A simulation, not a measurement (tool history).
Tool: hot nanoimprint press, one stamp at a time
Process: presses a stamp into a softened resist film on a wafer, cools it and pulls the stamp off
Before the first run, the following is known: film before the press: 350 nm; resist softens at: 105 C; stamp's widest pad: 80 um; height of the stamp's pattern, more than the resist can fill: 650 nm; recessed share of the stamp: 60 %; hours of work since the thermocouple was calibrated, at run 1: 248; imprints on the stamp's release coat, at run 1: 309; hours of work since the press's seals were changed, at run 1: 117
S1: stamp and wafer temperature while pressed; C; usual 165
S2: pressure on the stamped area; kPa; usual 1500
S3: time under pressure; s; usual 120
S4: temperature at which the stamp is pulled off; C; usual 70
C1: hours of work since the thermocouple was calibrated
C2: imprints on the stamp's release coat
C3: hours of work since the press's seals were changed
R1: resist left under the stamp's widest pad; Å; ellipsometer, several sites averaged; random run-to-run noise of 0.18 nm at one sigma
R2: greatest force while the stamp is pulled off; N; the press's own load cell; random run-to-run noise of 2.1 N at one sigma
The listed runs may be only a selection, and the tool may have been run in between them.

Run 1, hour 0: usual settings; C1 248; C2 309; C3 117. Result: R1 2034 Å, R2 200 N.
Run 2, hour 8.9: usual settings; C1 252; C2 328; C3 121. Result: R1 2030 Å, R2 200 N.
Run 3, hour 22.6: usual settings but S4 55 C; C1 257; C2 357; C3 127. Result: R1 2033 Å, R2 255 N.
Run 4, hour 33.8: usual settings but S4 55 C; C1 262; C2 381; C3 131. Result: R1 2027 Å, R2 258 N.
Run 5, hour 45.7: usual settings but S4 55 C; C1 266; C2 406; C3 136. Result: R1 2026 Å, R2 262 N.
Run 6, hour 55.9: usual settings but S4 55 C; C1 271; C2 427; C3 140. Result: R1 2022 Å, R2 256 N.
Run 7, hour 66.4: usual settings but S4 55 C; C1 275; C2 449; C3 144. Result: R1 2020 Å, R2 254 N.
Run 8, hour 73.8: usual settings but S4 55 C; C1 278; C2 465; C3 147. Result: R1 2019 Å, R2 256 N.
Run 9, hour 83: usual settings but S1 161 C, S3 72 s; C1 282; C2 484; C3 151. Result: R1 2559 Å, R2 198 N.
Run 10, hour 92.9: usual settings but S1 161 C, S3 121 s, S4 59 C; C1 286; C2 505; C3 155. Result: R1 2235 Å, R2 245 N.
Run 11, hour 100.8: usual settings but S2 2070 kPa; C1 289; C2 522; C3 158. Result: R1 1786 Å, R2 203 N.
Run 12, hour 115.2: usual settings but S1 154 C, S3 68 s, S4 73 C; C1 295; C2 552; C3 164. Result: R1 2910 Å, R2 189 N.
Run 13, hour 127.3: usual settings but S1 154 C, S3 68 s, S4 73 C; C1 299; C2 577; C3 169. Result: R1 2909 Å, R2 187 N.

Alternative continuations, all from the tool just after run 13; predict every row:
Run A, hour 139.6: usual settings but S1 158 C, S2 1450 kPa, S3 144 s, S4 73 C; C1 304; C2 603; C3 174. Result: R1 ?, R2 ?.
Run B, hour 139.6: usual settings but S2 1010 kPa, S3 127 s, S4 71 C; C1 304; C2 603; C3 174. Result: R1 ?, R2 ?.
Run C, hour 139.6: usual settings but S3 121 s; C1 304; C2 603; C3 174. Result: R1 ?, R2 ?.
Run D, hour 139.6: usual settings but S2 1380 kPa, S3 208 s, S4 67 C; C1 304; C2 603; C3 174. Result: R1 ?, R2 ?.
Run E, hour 139.6: usual settings but S1 154 C, S3 72 s, S4 73 C; C1 304; C2 603; C3 174. Result: R1 ?, R2 ?.

run    R1   R2
  A  2307  190
  B  2246  196
  C  2002  200
  D  1710  208
  E  2878  185
What these runs would have given with no unlogged condition in the tool:
run    R1   R2
  A  2340  190
  B  2278  196
  C  2030  200
  D  1734  208
  E  2919  185
